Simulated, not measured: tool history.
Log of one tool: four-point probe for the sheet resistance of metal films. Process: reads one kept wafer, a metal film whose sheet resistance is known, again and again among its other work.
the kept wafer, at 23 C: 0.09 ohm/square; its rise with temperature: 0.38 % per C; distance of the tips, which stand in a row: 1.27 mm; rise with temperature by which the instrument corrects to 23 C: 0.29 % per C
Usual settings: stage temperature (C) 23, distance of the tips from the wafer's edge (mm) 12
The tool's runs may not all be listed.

run      day  stage temperature (C)  distance of the tips from the wafer's edge (mm)  sheet resistance as the instrument gives it (ohm/square)
  1    0.000                     23                                               12                                                  0.090653
  2    5.504                     23                                               12                                                  0.090631
  3    8.071                     23                                               12                                                  0.090634
  4   10.679                     23                                               12                                                  0.090668
  5   13.467                     23                                               12                                                  0.090644
  6   18.658                     23                                               12                                                  0.090672
  7   23.554                     23                                               12                                                  0.090691
  8   29.550                     26                                               12                                                  0.090925
  9   33.404                     31                                               12                                                  0.091285
 10   38.033                     31                                               12                                                  0.091340
 11   43.242                     31                                               12                                                  0.091301
 12   47.408                     31                                               12                                                  0.091305
 13   50.712                     31                                                9                                                  0.091761
 14   55.058                     31                                                9                                                  0.091782
 15   60.550                     31                                                9                                                  0.091741
      60.979  -- stage's thermometer calibrated
 16   65.421                     23                                                6                                                  0.092288
 17   68.242                     23                                                6                                                  0.092295
 18   72.133                     23                                               12                                                  0.090735
 19   75.396                     23                                               12                                                  0.090755
 20   78.850                     23                                               12                                                  0.090744
 21   84.038                     23                                               12                                                  0.090745
      89.071  -- stage's thermometer calibrated, once more
 22   89.071                     20                                               12                                                  0.090706
 23   94.979                     20                                               12                                                  0.090755
 24   97.438                     20                                               12                                                  0.090726
 25  100.542                     28                                                9                                                  0.091769
 26  104.817                     18                                                9                                                  0.090982
 27  109.812                     18                                                9                                                  0.090971
 28  113.483                     24                                                3                                                  0.098388
 29  117.904                     24                                                3                                                  0.098435
 30  121.008                     29                                               13                                                  0.091359
 31  126.742                     19                                               14                                                  0.090535
 32  129.954                     33                                                7                                                  0.092777
 33  135.396                     31                                               13                                                  0.091542
 34  140.279                     31                                               13                                                  0.091572
 35  143.638                     23                                               29                                                  0.090571
 36  148.733                     23                                               29                                                  0.090629
 37  151.158                     33                                               14                                                  0.091660
     152.388  -- new probe head fitted
 38  155.079                     21                                               63                                                  0.089975
 39  159.938                     20                                                4                                                  0.094497
 40  164.650                     22                                                6                                                  0.092148
 41  168.942                     32                                                4                                                  0.095491
 42  174.429                     26                                                5                                                  0.093389
 43  179.412                     26                                               33                                                  0.090427
 44  183.779                     26                                               33                                                  0.090467
 45  188.092                     27                                               27                                                  0.090560

A few steps of sheet resistance as the instrument gives it (ohm/square) between consecutive runs. Split each: what settings, incoming material and random variation would produce without the hidden state, and what is left over for the hidden state, along with gauge scatter present in only one of the two compared results (measured, and without hidden state):
Hidden state at play: inner tips' distance over the nominal, %; tips' flats over new ones', %; wafer's true temperature over the reading, C; drift of the gauge itself on sheet_ohm, %.
Run 21 -> 22: stage temperature (C) 23 -> 20, stage's thermometer calibrated, once more. sheet resistance as the instrument gives it (ohm/square) -0.000039: hidden state +0.000183, all else -0.000222.
Run 27 -> 28: stage temperature (C) 18 -> 24, distance of the tips from the wafer's edge (mm) 9 -> 3. sheet resistance as the instrument gives it (ohm/square) +0.007417: hidden state +0.000040, all else +0.007377.
Run 29 -> 30: stage temperature (C) 24 -> 29, distance of the tips from the wafer's edge (mm) 3 -> 13. sheet resistance as the instrument gives it (ohm/square) -0.007076: hidden state -0.000025, all else -0.007051.
Run 37 -> 38: stage temperature (C) 33 -> 21, distance of the tips from the wafer's edge (mm) 14 -> 63, new probe head fitted. sheet resistance as the instrument gives it (ohm/square) -0.001685: hidden state -0.000424, all else -0.001261.
Run 38 -> 39: stage temperature (C) 21 -> 20, distance of the tips from the wafer's edge (mm) 63 -> 4. sheet resistance as the instrument gives it (ohm/square) +0.004522: hidden state +0.000013, all else +0.004509.

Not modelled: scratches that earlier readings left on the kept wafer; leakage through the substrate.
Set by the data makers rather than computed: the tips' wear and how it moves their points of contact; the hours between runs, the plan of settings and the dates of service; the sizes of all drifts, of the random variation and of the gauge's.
